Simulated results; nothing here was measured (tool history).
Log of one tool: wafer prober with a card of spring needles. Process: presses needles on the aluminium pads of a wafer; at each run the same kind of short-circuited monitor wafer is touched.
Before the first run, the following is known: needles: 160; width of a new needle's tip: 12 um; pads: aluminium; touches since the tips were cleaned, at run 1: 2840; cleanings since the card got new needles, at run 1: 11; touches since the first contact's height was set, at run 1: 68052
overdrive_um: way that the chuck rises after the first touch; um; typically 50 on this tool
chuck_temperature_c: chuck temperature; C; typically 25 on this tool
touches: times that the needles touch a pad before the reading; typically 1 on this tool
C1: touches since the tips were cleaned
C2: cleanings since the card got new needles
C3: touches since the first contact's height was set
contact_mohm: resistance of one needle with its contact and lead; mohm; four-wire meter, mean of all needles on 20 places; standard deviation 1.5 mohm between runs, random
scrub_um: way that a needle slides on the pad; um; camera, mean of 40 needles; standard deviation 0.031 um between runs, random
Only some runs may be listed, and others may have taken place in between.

Run 1, hour 0.0: usual settings; C1 2840; C2 11; C3 68052. Result: contact_mohm 270 mohm, scrub_um 7.26 um.
At hour 10.0: tips cleaned on abrasive film.
Run 2, hour 12.4: usual settings; C1 586; C2 12; C3 71060. Result: contact_mohm 379 mohm, scrub_um 7.18 um.
Run 3, hour 18.6: usual settings; C1 2103; C2 12; C3 72577. Result: contact_mohm 360 mohm, scrub_um 7.17 um.
At hour 27.5: tips cleaned on abrasive film, once more.
Run 4, hour 30.9: usual settings; C1 826; C2 13; C3 75566. Result: contact_mohm 193 mohm, scrub_um 7.26 um.
Run 5, hour 42.7: usual settings; C1 3715; C2 13; C3 78455. Result: contact_mohm 285 mohm, scrub_um 7.23 um.
At hour 49.2: tips cleaned on abrasive film.
Run 6, hour 52.3: usual settings; C1 758; C2 14; C3 80795. Result: contact_mohm 194 mohm, scrub_um 7.28 um.
Run 7, hour 63.6: usual settings; C1 3524; C2 14; C3 83561. Result: contact_mohm 283 mohm, scrub_um 7.22 um.
At hour 71.7: tips cleaned on abrasive film.
Run 8, hour 75.9: usual settings but overdrive_um 65 um; C1 1041; C2 15; C3 86557. Result: contact_mohm 176 mohm, scrub_um 9.41 um.
Run 9, hour 88.3: usual settings but overdrive_um 65 um; C1 4079; C2 15; C3 89595. Result: contact_mohm 232 mohm, scrub_um 9.44 um.
At hour 93.5: tips cleaned on abrasive film.
Run 10, hour 97.9: usual settings but overdrive_um 65 um; C1 1063; C2 16; C3 91909. Result: contact_mohm 174 mohm, scrub_um 9.42 um.
Run 11, hour 103.8: usual settings but overdrive_um 65 um; C1 2516; C2 16; C3 93362. Result: contact_mohm 212 mohm, scrub_um 9.39 um.
Run 12, hour 111.0: usual settings but overdrive_um 65 um; C1 4285; C2 16; C3 95131. Result: contact_mohm 233 mohm, scrub_um 9.40 um.
At hour 115.6: tips cleaned on abrasive film.
Run 13, hour 120.3: usual settings but overdrive_um 65 um; C1 1138; C2 17; C3 97371. Result: contact_mohm 179 mohm, scrub_um 9.38 um.
Run 14, hour 125.8: usual settings but overdrive_um 65 um; C1 2487; C2 17; C3 98720. Result: contact_mohm 209 mohm, scrub_um 9.39 um.
Run 15, hour 133.5: usual settings but chuck_temperature_c 112 C; C1 4376; C2 17; C3 100609. Result: contact_mohm 284 mohm, scrub_um 7.22 um.
At hour 137.4: tips cleaned on abrasive film.
Run 16, hour 139.5: usual settings but chuck_temperature_c 112 C; C1 526; C2 18; C3 102065. Result: contact_mohm 187 mohm, scrub_um 7.14 um.
Run 17, hour 149.3: usual settings but touches 2; C1 2928; C2 18; C3 104467. Result: contact_mohm 214 mohm, scrub_um 7.22 um.
Run 18, hour 156.1: usual settings but overdrive_um 44 um, chuck_temperature_c 28 C, touches 2; C1 4590; C2 18; C3 106129. Result: contact_mohm 262 mohm, scrub_um 6.32 um.
At hour 159.3: tips cleaned on abrasive film.
Run 19, hour 165.9: usual settings but overdrive_um 62 um, chuck_temperature_c 28 C, touches 2; C1 1607; C2 19; C3 108506. Result: contact_mohm 167 mohm, scrub_um 8.97 um.
Run 20, hour 174.5: usual settings but overdrive_um 67 um, chuck_temperature_c 112 C; C1 3704; C2 19; C3 110603. Result: contact_mohm 227 mohm, scrub_um 9.66 um.
At hour 181.0: tips cleaned on abrasive film.
Run 21, hour 182.2: usual settings but chuck_temperature_c 124 C, touches 3; C1 308; C2 20; C3 112484. Result: contact_mohm 157 mohm, scrub_um 7.22 um.
Run 22, hour 189.9: usual settings but chuck_temperature_c 124 C, touches 3; C1 2191; C2 20; C3 114367. Result: contact_mohm 184 mohm, scrub_um 7.24 um.
Run 23, hour 197.3: usual settings but overdrive_um 37 um; C1 4003; C2 20; C3 116179. Result: contact_mohm 394 mohm, scrub_um 5.27 um.
At hour 202.7: tips cleaned on abrasive film.
Run 24, hour 209.2: usual settings but overdrive_um 37 um; C1 1577; C2 21; C3 119056. Result: contact_mohm 284 mohm, scrub_um 5.22 um.
Run 25, hour 217.0: usual settings but overdrive_um 37 um; C1 3491; C2 21; C3 120970. Result: contact_mohm 377 mohm, scrub_um 5.28 um.
Run 26, hour 222.0: usual settings but overdrive_um 37 um; C1 4735; C2 21; C3 122214. Result: contact_mohm 414 mohm, scrub_um 5.24 um.
At hour 224.1: tips cleaned on abrasive film.
Run 27, hour 231.4: usual settings but overdrive_um 37 um, chuck_temperature_c 43 C, touches 2; C1 1791; C2 22; C3 124473. Result: contact_mohm 234 mohm, scrub_um 5.22 um.
Run 28, hour 242.7: usual settings but chuck_temperature_c 79 C; C1 4570; C2 22; C3 127252. Result: contact_mohm 292 mohm, scrub_um 7.16 um.
At hour 245.4: tips cleaned on abrasive film.
Run 29, hour 251.4: usual settings but chuck_temperature_c 79 C; C1 1478; C2 23; C3 129368. Result: contact_mohm 226 mohm, scrub_um 7.12 um.
Run 30, hour 260.3: usual settings but chuck_temperature_c 79 C; C1 3655; C2 23; C3 131545. Result: contact_mohm 285 mohm, scrub_um 7.15 um.
At hour 266.9: tips cleaned on abrasive film.
Run 31, hour 270.9: usual settings but chuck_temperature_c 79 C; C1 982; C2 24; C3 134120. Result: contact_mohm 209 mohm, scrub_um 7.14 um.
Run 32, hour 281.6: usual settings but overdrive_um 45 um, chuck_temperature_c 56 C; C1 3585; C2 24; C3 136723. Result: contact_mohm 315 mohm, scrub_um 6.43 um.
At hour 288.6: tips cleaned on abrasive film.
Run 33, hour 293.6: usual settings but overdrive_um 45 um, chuck_temperature_c 56 C; C1 1234; C2 25; C3 139654. Result: contact_mohm 239 mohm, scrub_um 6.34 um.

What if the next run were any one of these 5? Each begins from the tool's condition after run 33:
Run A, hour 303.2: usual settings but overdrive_um 53 um, chuck_temperature_c 103 C, touches 3; C1 3589; C2 25; C3 142009. Result: contact_mohm ?, scrub_um ?.
Run B, hour 303.2: usual settings but chuck_temperature_c 92 C, touches 2; C1 3589; C2 25; C3 142009. Result: contact_mohm ?, scrub_um ?.
Run C, hour 303.2: usual settings but overdrive_um 30 um, chuck_temperature_c 57 C; C1 3589; C2 25; C3 142009. Result: contact_mohm ?, scrub_um ?.
Run D, hour 303.2: usual settings but overdrive_um 59 um, chuck_temperature_c 85 C; C1 3589; C2 25; C3 142009. Result: contact_mohm ?, scrub_um ?.
Run E, hour 303.2: usual settings but touches 2; C1 3589; C2 25; C3 142009. Result: contact_mohm ?, scrub_um ?.

run  contact_mohm  scrub_um
  A           191      7.55
  B           226      7.19
  C           513      4.23
  D           247      8.45
  E           225      7.11
Take away the tool's hidden state, keep each run's random variation, and the runs would have read:
run  contact_mohm  scrub_um
  A           145      7.75
  B           141      7.39
  C           146      4.44
  D           139      8.65
  E           132      7.31

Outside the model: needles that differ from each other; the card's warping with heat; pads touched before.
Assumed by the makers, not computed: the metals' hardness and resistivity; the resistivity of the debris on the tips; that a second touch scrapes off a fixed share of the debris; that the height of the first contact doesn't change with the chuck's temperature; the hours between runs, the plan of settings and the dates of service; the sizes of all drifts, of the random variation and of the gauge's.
